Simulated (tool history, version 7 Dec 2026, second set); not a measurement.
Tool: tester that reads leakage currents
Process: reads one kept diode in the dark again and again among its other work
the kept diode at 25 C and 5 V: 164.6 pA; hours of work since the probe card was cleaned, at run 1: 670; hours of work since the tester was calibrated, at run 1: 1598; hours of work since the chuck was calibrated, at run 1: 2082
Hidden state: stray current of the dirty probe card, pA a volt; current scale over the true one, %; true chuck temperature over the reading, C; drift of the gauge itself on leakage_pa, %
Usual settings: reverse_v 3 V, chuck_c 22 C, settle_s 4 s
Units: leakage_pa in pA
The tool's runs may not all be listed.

run	hour	reverse_v	chuck_c	settle_s	hours of work since the probe card was cleaned	hours of work since the tester was calibrated	hours of work since the chuck was calibrated	leakage_pa
1	0	3	22	4	670	1598	2082	112.43
2	75.7	3	22	4	724	1652	2136	112.48
3	138.9	3	22	0.84	769	1697	2182	113.2
# hour 202.4: chuck's temperature calibrated
4	202.4	3	22	0.84	813	1741	0	107.53
5	254.9	3	53	4	851	1779	38	1001.03
6	309.2	3	28	4	890	1818	77	170.68
7	367.8	3	28	4	932	1860	119	172.31
8	432	3	28	4	978	1906	165	172
9	504.6	3	28	4	1030	1958	216	172.13
10	576.3	3	28	4	1081	2009	268	171.95
11	610.5	3	28	4	1106	2034	292	172.42
12	647.6	3	28	0.33	1132	2060	319	172.94
13	711.4	3	28	0.33	1178	2106	365	173.29
14	767.3	3	22	4	1218	2146	405	108.91
15	815.6	3	22	4	1253	2181	439	108.24
16	862.1	3	22	4	1286	2214	473	109.13
17	919.9	5.64	22	4	1328	2255	514	143.77
18	967.2	5.64	22	4	1361	2289	548	144.04
19	1007.2	5.64	22	4	1390	2318	577	144.33
20	1068.4	3	24	4	1434	2362	620	128.2
21	1135.5	4.46	21	6.47	1482	2410	669	120.42
22	1181.2	4.46	21	6.47	1515	2443	701	121.42
23	1231.6	3	22	0.47	1551	2479	737	109.98
24	1307.5	6.55	22	4	1605	2533	792	154.53
25	1360	1.19	29	3.64	1643	2571	829	127.19
26	1392.1	6.9	30	8.04	1666	2594	852	291.86
27	1440.1	6.9	48	0.63	1700	2628	887	1037.04
28	1501.7	13.93	22	3.79	1744	2672	931	218.13
# hour 1552.5: probe card cleaned and baked
29	1559.3	13.93	22	3.79	5	2711	970	207.37
# hour 1590.7: tester calibrated
30	1592.2	3	22	3.91	27	1	992	107.32
31	1656.3	3	26	0.31	73	47	1038	148.01
32	1718.5	3	48	2.05	117	92	1083	719.32
33	1785.6	3.49	33	0.58	166	140	1131	268.08
34	1827.9	8.52	22	0.59	196	170	1161	168.99
35	1886.2	8.52	21	0.7	238	212	1203	155.67
36	1923.5	3	57	0.92	264	238	1230	1299.41
37	1975.7	3	57	0.92	302	276	1267	1298.82
38	2042.7	9.2	33	3.18	350	324	1315	405.62

The same runs without the tool's hidden state, with the same run-to-run variation:
run	leakage_pa
1	104.73
2	104.59
3	105.09
4	105.02
5	987.06
6	166.99
7	168.37
8	167.85
9	167.72
10	167.28
11	167.62
12	168
13	168.11
14	104.86
15	104.08
16	104.82
17	136.92
18	136.98
19	137.1
20	122.84
21	114.12
22	114.92
23	104.68
24	145.19
25	122.37
26	277.69
27	1000.67
28	200.21
29	199.96
30	104.6
31	144.16
32	702.55
33	260.77
34	163.42
35	150.13
36	1266.79
37	1265.25
38	391.92
